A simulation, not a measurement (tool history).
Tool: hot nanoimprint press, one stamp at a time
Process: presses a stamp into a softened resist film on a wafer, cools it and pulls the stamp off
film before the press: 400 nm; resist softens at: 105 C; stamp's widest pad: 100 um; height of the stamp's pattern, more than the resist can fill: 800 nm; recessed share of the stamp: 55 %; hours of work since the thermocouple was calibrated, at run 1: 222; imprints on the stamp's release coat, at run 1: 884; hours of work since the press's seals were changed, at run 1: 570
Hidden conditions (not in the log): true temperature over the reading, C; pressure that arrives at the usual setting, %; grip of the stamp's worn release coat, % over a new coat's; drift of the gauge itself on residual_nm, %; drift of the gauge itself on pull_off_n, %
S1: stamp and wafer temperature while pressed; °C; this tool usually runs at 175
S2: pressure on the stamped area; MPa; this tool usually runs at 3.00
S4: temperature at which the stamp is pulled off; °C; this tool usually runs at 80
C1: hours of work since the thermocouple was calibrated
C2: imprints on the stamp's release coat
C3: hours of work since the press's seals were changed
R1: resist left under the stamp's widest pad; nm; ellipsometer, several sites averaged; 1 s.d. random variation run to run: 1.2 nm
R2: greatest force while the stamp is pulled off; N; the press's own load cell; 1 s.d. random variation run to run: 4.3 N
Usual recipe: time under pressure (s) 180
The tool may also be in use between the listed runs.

{"run": 1, "hour": 0.0, "S1": 175, "S2": 3.0, "time under pressure (s)": 180, "S4": 80, "C1": 222, "C2": 884, "C3": 570, "R1": 231.8, "R2": 238}
{"hour": 18.3, "done": "stamp cleaned and given a new release coat"}
{"run": 2, "hour": 18.3, "S1": 175, "S2": 3.0, "time under pressure (s)": 180, "S4": 80, "C1": 231, "C2": 0, "C3": 579, "R1": 229.2, "R2": 209}
{"run": 3, "hour": 39.0, "S1": 175, "S2": 4.36, "time under pressure (s)": 180, "S4": 80, "C1": 245, "C2": 85, "C3": 593, "R1": 199.3, "R2": 221}
{"run": 4, "hour": 54.3, "S1": 175, "S2": 4.36, "time under pressure (s)": 180, "S4": 80, "C1": 255, "C2": 148, "C3": 603, "R1": 200.4, "R2": 220}
{"run": 5, "hour": 66.7, "S1": 175, "S2": 3.0, "time under pressure (s)": 180, "S4": 80, "C1": 263, "C2": 199, "C3": 612, "R1": 231.8, "R2": 221}
{"run": 6, "hour": 86.7, "S1": 175, "S2": 3.0, "time under pressure (s)": 180, "S4": 88, "C1": 277, "C2": 282, "C3": 625, "R1": 233.5, "R2": 201}
{"run": 7, "hour": 101.4, "S1": 175, "S2": 3.0, "time under pressure (s)": 180, "S4": 88, "C1": 287, "C2": 342, "C3": 635, "R1": 231.8, "R2": 203}
{"run": 8, "hour": 113.1, "S1": 175, "S2": 3.0, "time under pressure (s)": 180, "S4": 80, "C1": 295, "C2": 390, "C3": 643, "R1": 231.6, "R2": 216}
{"run": 9, "hour": 124.5, "S1": 175, "S2": 3.0, "time under pressure (s)": 180, "S4": 80, "C1": 303, "C2": 437, "C3": 651, "R1": 231.4, "R2": 222}
{"run": 10, "hour": 136.6, "S1": 175, "S2": 1.91, "time under pressure (s)": 180, "S4": 80, "C1": 311, "C2": 487, "C3": 659, "R1": 271.3, "R2": 227}
{"run": 11, "hour": 149.9, "S1": 175, "S2": 1.91, "time under pressure (s)": 180, "S4": 80, "C1": 320, "C2": 542, "C3": 668, "R1": 271.1, "R2": 234}
{"run": 12, "hour": 163.1, "S1": 175, "S2": 3.0, "time under pressure (s)": 180, "S4": 80, "C1": 329, "C2": 596, "C3": 677, "R1": 232.1, "R2": 236}
{"run": 13, "hour": 175.0, "S1": 175, "S2": 3.0, "time under pressure (s)": 344, "S4": 80, "C1": 337, "C2": 645, "C3": 685, "R1": 187.1, "R2": 232}
{"hour": 196.1, "done": "press's hydraulic seals changed and the load cell set to zero"}
{"run": 14, "hour": 202.2, "S1": 168, "S2": 3.0, "time under pressure (s)": 180, "S4": 80, "C1": 350, "C2": 724, "C3": 4, "R1": 277.1, "R2": 236}
{"run": 15, "hour": 213.9, "S1": 168, "S2": 3.0, "time under pressure (s)": 180, "S4": 80, "C1": 358, "C2": 772, "C3": 12, "R1": 276.3, "R2": 247}
{"run": 16, "hour": 223.5, "S1": 165, "S2": 3.0, "time under pressure (s)": 180, "S4": 72, "C1": 364, "C2": 812, "C3": 19, "R1": 295.3, "R2": 265}
{"run": 17, "hour": 242.1, "S1": 175, "S2": 3.0, "time under pressure (s)": 97, "S4": 80, "C1": 377, "C2": 888, "C3": 31, "R1": 272.9, "R2": 248}
{"hour": 258.7, "done": "stamp cleaned and given a new release coat"}
{"run": 18, "hour": 267.1, "S1": 175, "S2": 3.0, "time under pressure (s)": 97, "S4": 80, "C1": 390, "C2": 34, "C3": 44, "R1": 277.0, "R2": 221}
{"run": 19, "hour": 276.6, "S1": 175, "S2": 3.0, "time under pressure (s)": 97, "S4": 80, "C1": 396, "C2": 73, "C3": 51, "R1": 277.4, "R2": 209}
{"run": 20, "hour": 298.3, "S1": 175, "S2": 3.0, "time under pressure (s)": 97, "S4": 80, "C1": 411, "C2": 163, "C3": 65, "R1": 278.0, "R2": 225}
{"run": 21, "hour": 313.9, "S1": 186, "S2": 2.7, "time under pressure (s)": 110, "S4": 85, "C1": 422, "C2": 227, "C3": 76, "R1": 212.4, "R2": 202}
{"run": 22, "hour": 333.4, "S1": 181, "S2": 2.65, "time under pressure (s)": 180, "S4": 80, "C1": 435, "C2": 307, "C3": 89, "R1": 204.6, "R2": 234}
{"run": 23, "hour": 344.1, "S1": 169, "S2": 3.0, "time under pressure (s)": 180, "S4": 80, "C1": 442, "C2": 351, "C3": 96, "R1": 273.6, "R2": 230}
{"run": 24, "hour": 359.5, "S1": 182, "S2": 3.0, "time under pressure (s)": 328, "S4": 68, "C1": 453, "C2": 414, "C3": 107, "R1": 150.0, "R2": 266}
{"run": 25, "hour": 370.9, "S1": 182, "S2": 3.0, "time under pressure (s)": 328, "S4": 68, "C1": 460, "C2": 461, "C3": 115, "R1": 151.2, "R2": 262}
{"run": 26, "hour": 383.3, "S1": 177, "S2": 4.13, "time under pressure (s)": 180, "S4": 75, "C1": 469, "C2": 512, "C3": 123, "R1": 192.7, "R2": 257}
{"run": 27, "hour": 404.6, "S1": 175, "S2": 4.46, "time under pressure (s)": 177, "S4": 80, "C1": 483, "C2": 600, "C3": 137, "R1": 199.6, "R2": 235}
{"run": 28, "hour": 418.7, "S1": 186, "S2": 3.84, "time under pressure (s)": 180, "S4": 80, "C1": 493, "C2": 658, "C3": 147, "R1": 153.2, "R2": 233}
{"run": 29, "hour": 434.8, "S1": 186, "S2": 3.84, "time under pressure (s)": 180, "S4": 80, "C1": 504, "C2": 724, "C3": 158, "R1": 152.0, "R2": 245}
{"run": 30, "hour": 448.8, "S1": 186, "S2": 3.84, "time under pressure (s)": 180, "S4": 80, "C1": 513, "C2": 782, "C3": 167, "R1": 152.3, "R2": 241}

Entry by entry between the runs, the difference in hidden state between the last listed run before and the first listed run after:
Logged between run 1 and run 2: stamp cleaned and given a new release coat (hour 18.3)
  true temperature over the reading, C: -0.42 -> -0.44; pressure that arrives at the usual setting, %: 96.86 -> 96.82; grip of the stamp's worn release coat, % over a new coat's: 16.1 -> 0
  measured less the result without the state, R1: +5.5 -> +5.6 nm; R2: +34 -> +1 N
Logged between run 13 and run 14: press's hydraulic seals changed and the load cell set to zero (hour 196.1)
  true temperature over the reading, C: -0.72 -> -0.76; pressure that arrives at the usual setting, %: 96.25 -> 100.27; grip of the stamp's worn release coat, % over a new coat's: 11.7 -> 13.1
  measured less the result without the state, R1: +7.4 -> +4.9 nm; R2: +26 -> +30 N
Logged between run 17 and run 18: stamp cleaned and given a new release coat (hour 258.7)
  true temperature over the reading, C: -0.83 -> -0.86; pressure that arrives at the usual setting, %: 100.12 -> 100.06; grip of the stamp's worn release coat, % over a new coat's: 16.1 -> 0.6
  measured less the result without the state, R1: +4.8 -> +5.2 nm; R2: +37 -> +4 N
